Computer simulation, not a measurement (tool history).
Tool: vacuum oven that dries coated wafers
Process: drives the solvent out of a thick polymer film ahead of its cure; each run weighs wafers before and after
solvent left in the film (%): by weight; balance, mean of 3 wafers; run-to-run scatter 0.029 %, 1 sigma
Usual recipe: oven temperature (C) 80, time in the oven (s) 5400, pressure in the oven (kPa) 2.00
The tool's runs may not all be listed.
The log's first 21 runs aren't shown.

run	hour	oven temperature (C)	time in the oven (s)	pressure in the oven (kPa)	hours of work since the thermocouples were calibrated	hours of work since the vacuum gauge was cleaned of residue	solvent left in the film (%)
22	166.1	78	6480	3.75	655	196	3.47
23	174.2	78	6480	3.75	660	201	3.46
24	183.1	78	6480	3.75	667	208	3.54
25	192.8	80	9600	2.34	674	215	1.93
26	198.5	80	6840	2.00	678	219	1.76
27	209.2	81	9600	2.00	686	227	1.55
28	215.3	81	3420	7.87	690	231	6.78
29	225.7	81	3420	7.87	698	238	6.78
30	238.3	80	5520	5.77	707	248	4.80
31	248.1	80	5520	5.77	714	255	4.87

Run 32 has not been measured yet. What should we expect?
32	253.4	81	7680	3.17	717	258	?

solvent left in the film (%): 2.43
Take away the tool's hidden state, keep the run-to-run variation as it was, and the same run would have given solvent left in the film (%) 2.44.
